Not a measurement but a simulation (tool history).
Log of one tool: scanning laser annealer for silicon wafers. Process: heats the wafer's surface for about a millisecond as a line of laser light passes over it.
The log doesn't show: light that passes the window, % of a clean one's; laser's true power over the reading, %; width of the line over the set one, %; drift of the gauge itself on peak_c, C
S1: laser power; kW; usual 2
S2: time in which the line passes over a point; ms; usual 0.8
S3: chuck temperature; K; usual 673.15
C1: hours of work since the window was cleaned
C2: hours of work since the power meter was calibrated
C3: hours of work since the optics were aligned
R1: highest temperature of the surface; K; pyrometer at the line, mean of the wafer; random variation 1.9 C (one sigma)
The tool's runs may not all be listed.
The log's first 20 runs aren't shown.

Run 21, hour 377.9: usual settings; C1 546; C2 55; C3 106. Result: R1 1444.15 K.
Run 22, hour 404.4: usual settings but S1 1.93 kW, S3 662.15 K; C1 565; C2 74; C3 125. Result: R1 1400.15 K.
Run 23, hour 429.5: usual settings but S1 1.93 kW, S3 662.15 K; C1 583; C2 92; C3 144. Result: R1 1396.15 K.
Run 24, hour 446.2: usual settings but S1 1.798 kW, S2 0.999 ms; C1 595; C2 105; C3 156. Result: R1 1442.15 K.
Run 25, hour 457.8: usual settings but S1 1.798 kW, S2 0.999 ms; C1 604; C2 113; C3 164. Result: R1 1442.15 K.
At hour 467.2: laser's power meter calibrated, once more.
Run 26, hour 476.6: usual settings but S1 2.143 kW, S2 0.794 ms, S3 703.15 K; C1 615; C2 7; C3 176. Result: R1 1530.15 K.
Run 27, hour 491.6: usual settings but S1 1.783 kW, S3 682.15 K; C1 626; C2 18; C3 187. Result: R1 1356.15 K.
Run 28, hour 513.3: usual settings but S1 1.987 kW, S2 0.795 ms, S3 666.15 K; C1 642; C2 34; C3 202. Result: R1 1426.15 K.
Run 29, hour 539.3: usual settings but S1 2.046 kW, S2 0.807 ms, S3 666.15 K; C1 661; C2 53; C3 221. Result: R1 1460.15 K.
Run 30, hour 557.7: usual settings but S1 2.046 kW, S2 0.807 ms, S3 666.15 K; C1 674; C2 66; C3 235. Result: R1 1453.15 K.
Run 31, hour 573.9: usual settings but S1 2.046 kW, S2 0.807 ms, S3 666.15 K; C1 686; C2 78; C3 247. Result: R1 1456.15 K.
Run 32, hour 595.2: usual settings but S1 1.837 kW, S2 0.674 ms, S3 638.15 K; C1 702; C2 93; C3 262. Result: R1 1265.15 K.
At hour 598.6: window over the wafer cleaned.
Run 33, hour 612.5: usual settings but S1 1.837 kW, S2 0.674 ms, S3 638.15 K; C1 10; C2 104; C3 273. Result: R1 1306.15 K.
Run 34, hour 627: usual settings but S1 1.837 kW, S2 0.674 ms, S3 638.15 K; C1 21; C2 115; C3 284. Result: R1 1305.15 K.
Run 35, hour 652: usual settings but S1 1.715 kW, S2 0.891 ms, S3 710.15 K; C1 39; C2 133; C3 302. Result: R1 1429.15 K.
Run 36, hour 663.9: usual settings but S1 2.022 kW; C1 48; C2 142; C3 311. Result: R1 1493.15 K.
Run 37, hour 683.4: usual settings but S1 2.022 kW; C1 62; C2 156; C3 325. Result: R1 1485.15 K.
Run 38, hour 702.6: usual settings but S2 0.985 ms; C1 76; C2 170; C3 339. Result: R1 1577.15 K.
Run 39, hour 728.8: usual settings but S2 0.573 ms; C1 95; C2 189; C3 358. Result: R1 1335.15 K.
Run 40, hour 746.2: usual settings but S2 0.573 ms; C1 107; C2 202; C3 371. Result: R1 1336.15 K.
Run 41, hour 764.2: usual settings but S1 1.907 kW, S2 0.625 ms, S3 683.15 K; C1 121; C2 215; C3 384. Result: R1 1343.15 K.
Run 42, hour 779: usual settings but S1 1.907 kW, S2 0.625 ms, S3 683.15 K; C1 131; C2 226; C3 395. Result: R1 1344.15 K.

Forecast each of these 3 alternatives for the next run:
Run A, hour 796.5: usual settings but S1 2.183 kW, S2 0.824 ms, S3 682.15 K; C1 144; C2 239; C3 407. Result: R1 ?.
Run B, hour 796.5: usual settings but S1 2.033 kW, S2 0.863 ms, S3 711.15 K; C1 144; C2 239; C3 407. Result: R1 ?.
Run C, hour 796.5: usual settings but S1 1.753 kW, S2 0.571 ms, S3 687.15 K; C1 144; C2 239; C3 407. Result: R1 ?.

run       R1
  A  1581.15
  B  1561.15
  C  1253.15
Without the tool's hidden state the same runs would have given:
run       R1
  A  1604.15
  B  1583.15
  C  1268.15
